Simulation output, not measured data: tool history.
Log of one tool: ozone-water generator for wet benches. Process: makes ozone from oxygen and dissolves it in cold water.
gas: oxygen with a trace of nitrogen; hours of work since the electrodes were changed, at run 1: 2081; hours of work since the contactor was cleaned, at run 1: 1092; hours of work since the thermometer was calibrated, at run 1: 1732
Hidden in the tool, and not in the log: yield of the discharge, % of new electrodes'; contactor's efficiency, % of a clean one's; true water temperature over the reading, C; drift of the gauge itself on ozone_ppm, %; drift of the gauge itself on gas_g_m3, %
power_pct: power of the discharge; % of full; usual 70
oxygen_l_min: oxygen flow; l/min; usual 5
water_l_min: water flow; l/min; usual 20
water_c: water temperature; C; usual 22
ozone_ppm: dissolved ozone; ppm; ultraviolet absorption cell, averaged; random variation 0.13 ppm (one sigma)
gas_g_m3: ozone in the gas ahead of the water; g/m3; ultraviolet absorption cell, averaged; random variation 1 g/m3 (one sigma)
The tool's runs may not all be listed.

| run | day | power_pct | oxygen_l_min | water_l_min | water_c | hours of work since the electrodes were changed | hours of work since the contactor was cleaned | hours of work since the thermometer was calibrated | ozone_ppm | gas_g_m3 |
|---|---|---|---|---|---|---|---|---|---|---|
| 1 | 0 | 70 | 5 | 20 | 22 | 2081 | 1092 | 1732 | 14 | 175.9 |
| 2 | 1.025 | 70 | 5 | 20 | 22 | 2100 | 1111 | 1751 | 14.2 | 176.1 |
| 3 | 2.842 | 70 | 5 | 20 | 22 | 2134 | 1145 | 1785 | 14.4 | 176.4 |
| 4 | 3.942 | 70 | 5 | 20 | 22 | 2154 | 1165 | 1806 | 14.5 | 177.3 |
| 5 | 5.533 | 70 | 5 | 20 | 22 | 2184 | 1195 | 1835 | 14.4 | 175.7 |
| 6 | 7.396 | 70 | 5 | 20 | 22 | 2218 | 1230 | 1870 | 14.3 | 177.7 |
| 7 | 8.904 | 70 | 5 | 20 | 22 | 2246 | 1258 | 1898 | 14.3 | 177.2 |
| 8 | 10.329 | 70 | 5 | 20 | 22 | 2273 | 1284 | 1925 | 14.4 | 177 |
| 9 | 11.758 | 70 | 5 | 20 | 22 | 2300 | 1311 | 1951 | 14.2 | 174.8 |
| 10 | 12.962 | 70 | 5 | 20 | 22 | 2322 | 1333 | 1974 | 14.6 | 177.1 |
| 11 | 14.167 | 70 | 2.64 | 20 | 22 | 2345 | 1356 | 1996 | 11.7 | 213.3 |
| 12 | 15.829 | 70 | 2.64 | 20 | 22 | 2375 | 1387 | 2027 | 11.9 | 215.4 |
| 13 | 17.008 | 42 | 5 | 20 | 22 | 2397 | 1409 | 2049 | 10.5 | 127.8 |
| 14 | 18.525 | 42 | 5 | 20 | 22 | 2426 | 1437 | 2077 | 10.3 | 125.8 |
| 15 | 19.917 | 42 | 5 | 20 | 22 | 2452 | 1463 | 2103 | 10.1 | 127.3 |
| 16 | 21.558 | 42 | 5 | 20 | 22 | 2482 | 1494 | 2134 | 10.2 | 126.8 |
| 17 | 23.467 | 42 | 5 | 20 | 22 | 2518 | 1529 | 2169 | 10.3 | 125.6 |
| 18 | 24.525 | 59 | 4.37 | 20 | 18 | 2537 | 1549 | 2189 | 13 | 162.3 |
| 19 | 26.2 | 59 | 4.37 | 20 | 18 | 2569 | 1580 | 2220 | 13.2 | 163.7 |
| 20 | 27.95 | 59 | 4.37 | 20 | 18 | 2601 | 1613 | 2253 | 12.9 | 164.5 |
| 21 | 29.988 | 70 | 4.56 | 20 | 23 | 2639 | 1651 | 2291 | 13.8 | 179.5 |
| 22 | 31.875 | 52 | 5.77 | 30 | 23 | 2674 | 1686 | 2326 | 7.7 | 139.6 |
| 23 | 33.171 | 48 | 5.67 | 27 | 18 | 2698 | 1710 | 2350 | 9 | 132.3 |
| 24 | 34.342 | 48 | 5.67 | 27 | 18 | 2720 | 1732 | 2372 | 9 | 131.9 |
| 25 | 35.858 | 51 | 3.04 | 27 | 22 | 2748 | 1760 | 2400 | 7.1 | 163.7 |
| 26 | 37.321 | 60 | 7.25 | 25 | 18 | 2776 | 1787 | 2427 | 12 | 142 |
| 27 | 38.592 | 44 | 7.56 | 25 | 18 | 2799 | 1811 | 2451 | 9.8 | 115.5 |
| 28 | 40.238 | 44 | 7.56 | 25 | 18 | 2830 | 1841 | 2482 | 9.9 | 115 |
| 29 | 41.871 | 44 | 7.56 | 25 | 18 | 2860 | 1872 | 2512 | 9.9 | 114.9 |
| 30 | 43.129 | 44 | 7.56 | 25 | 18 | 2884 | 1895 | 2535 | 9.9 | 114.8 |
| 31 | 44.296 | 44 | 7.56 | 12 | 18 | 2906 | 1917 | 2557 | 18.6 | 115.6 |
| 32 | 46.271 | 70 | 5 | 20 | 22 | 2942 | 1954 | 2594 | 14.3 | 175.4 |
| 33 | 47.954 | 60 | 3.34 | 20 | 25 | 2974 | 1985 | 2625 | 11.2 | 180.5 |

Forecast each of these 4 alternatives for the next run:
| A | 50.117 | 53 | 5 | 20 | 30 | 3014 | 2025 | 2666 | ? | ? |
| B | 50.117 | 70 | 6.42 | 29 | 22 | 3014 | 2025 | 2666 | ? | ? |
| C | 50.117 | 70 | 3.84 | 20 | 22 | 3014 | 2025 | 2666 | ? | ? |
| D | 50.117 | 57 | 5 | 24 | 22 | 3014 | 2025 | 2666 | ? | ? |

| run | ozone_ppm | gas_g_m3 |
|---|---|---|
| A | 10.5 | 147.6 |
| B | 10.4 | 162.8 |
| C | 13.3 | 190.1 |
| D | 10.5 | 153.7 |
Without the tool's hidden state the same runs would have given:
| run | ozone_ppm | gas_g_m3 |
|---|---|---|
| A | 10.5 | 147.7 |
| B | 10.4 | 163 |
| C | 13.3 | 190.3 |
| D | 10.5 | 153.8 |
